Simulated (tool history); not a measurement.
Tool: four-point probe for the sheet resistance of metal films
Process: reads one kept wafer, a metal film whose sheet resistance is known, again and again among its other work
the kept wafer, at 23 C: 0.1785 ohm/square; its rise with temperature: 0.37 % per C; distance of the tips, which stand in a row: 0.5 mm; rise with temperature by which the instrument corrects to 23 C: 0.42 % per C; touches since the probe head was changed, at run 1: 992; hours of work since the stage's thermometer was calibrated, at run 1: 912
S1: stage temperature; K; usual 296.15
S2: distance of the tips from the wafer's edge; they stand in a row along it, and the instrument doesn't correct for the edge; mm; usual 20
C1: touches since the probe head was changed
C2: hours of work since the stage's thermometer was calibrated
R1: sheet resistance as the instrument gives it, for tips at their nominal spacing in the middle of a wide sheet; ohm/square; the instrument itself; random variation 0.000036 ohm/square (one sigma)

{"run": 1, "hour": 0.0, "S1": 296.15, "S2": 20, "C1": 992, "C2": 912, "R1": 0.179092}
{"run": 2, "hour": 40.6, "S1": 296.15, "S2": 20, "C1": 1606, "C2": 940, "R1": 0.179081}
{"run": 3, "hour": 95.0, "S1": 296.15, "S2": 20, "C1": 2427, "C2": 978, "R1": 0.179167}
{"run": 4, "hour": 161.6, "S1": 301.15, "S2": 20, "C1": 3435, "C2": 1024, "R1": 0.178647}
{"run": 5, "hour": 225.6, "S1": 301.15, "S2": 20, "C1": 4403, "C2": 1068, "R1": 0.178661}
{"run": 6, "hour": 285.7, "S1": 296.15, "S2": 20, "C1": 5310, "C2": 1110, "R1": 0.179123}
{"run": 7, "hour": 357.0, "S1": 296.15, "S2": 20, "C1": 6389, "C2": 1159, "R1": 0.179127}
{"run": 8, "hour": 443.0, "S1": 296.15, "S2": 20, "C1": 7689, "C2": 1219, "R1": 0.179193}
{"run": 9, "hour": 488.4, "S1": 296.15, "S2": 20, "C1": 8374, "C2": 1250, "R1": 0.179184}
{"run": 10, "hour": 537.2, "S1": 296.15, "S2": 20, "C1": 9112, "C2": 1284, "R1": 0.179192}
{"run": 11, "hour": 600.7, "S1": 296.15, "S2": 20, "C1": 10071, "C2": 1328, "R1": 0.17919}
{"run": 12, "hour": 695.8, "S1": 296.15, "S2": 23, "C1": 11509, "C2": 1394, "R1": 0.179242}
{"run": 13, "hour": 758.9, "S1": 296.15, "S2": 23, "C1": 12463, "C2": 1437, "R1": 0.179207}
{"run": 14, "hour": 850.0, "S1": 296.15, "S2": 7, "C1": 13840, "C2": 1500, "R1": 0.179699}
{"run": 15, "hour": 905.1, "S1": 292.15, "S2": 7, "C1": 14673, "C2": 1539, "R1": 0.180078}
{"run": 16, "hour": 998.3, "S1": 292.15, "S2": 7, "C1": 16082, "C2": 1603, "R1": 0.180087}
{"run": 17, "hour": 1038.4, "S1": 292.15, "S2": 7, "C1": 16688, "C2": 1631, "R1": 0.18003}
{"run": 18, "hour": 1095.1, "S1": 292.15, "S2": 7, "C1": 17545, "C2": 1670, "R1": 0.180164}
{"run": 19, "hour": 1158.4, "S1": 300.15, "S2": 36, "C1": 18502, "C2": 1714, "R1": 0.17892}
{"run": 20, "hour": 1242.2, "S1": 299.15, "S2": 13, "C1": 19768, "C2": 1772, "R1": 0.179143}
{"hour": 1306.2, "done": "stage's thermometer calibrated"}
{"run": 21, "hour": 1306.3, "S1": 308.15, "S2": 19, "C1": 20730, "C2": 0, "R1": 0.178465}
{"run": 22, "hour": 1394.5, "S1": 297.15, "S2": 30, "C1": 22063, "C2": 61, "R1": 0.179405}
{"run": 23, "hour": 1445.5, "S1": 292.15, "S2": 62, "C1": 22834, "C2": 96, "R1": 0.179863}
{"run": 24, "hour": 1538.3, "S1": 292.15, "S2": 62, "C1": 24237, "C2": 161, "R1": 0.179909}
{"run": 25, "hour": 1611.7, "S1": 305.15, "S2": 29, "C1": 25346, "C2": 212, "R1": 0.178815}

5 ways to go on from here, each from the tool as it stands after run 25. What would each give?
{"run": "A", "hour": 1684.9, "S1": 300.15, "S2": 29, "C1": 26452, "C2": 262, "R1": "?"}
{"run": "B", "hour": 1684.9, "S1": 292.15, "S2": 31, "C1": 26452, "C2": 262, "R1": "?"}
{"run": "C", "hour": 1684.9, "S1": 294.15, "S2": 18, "C1": 26452, "C2": 262, "R1": "?"}
{"run": "D", "hour": 1684.9, "S1": 293.15, "S2": 29, "C1": 26452, "C2": 262, "R1": "?"}
{"run": "E", "hour": 1684.9, "S1": 295.15, "S2": 45, "C1": 26452, "C2": 262, "R1": "?"}

run=A R1=0.179237
run=B R1=0.179983
run=C R1=0.179827
run=D R1=0.179814
run=E R1=0.179696
Without the tool's hidden state the same runs would have given:
run=A R1=0.17818
run=B R1=0.178924
run=C R1=0.178768
run=D R1=0.178756
run=E R1=0.178637
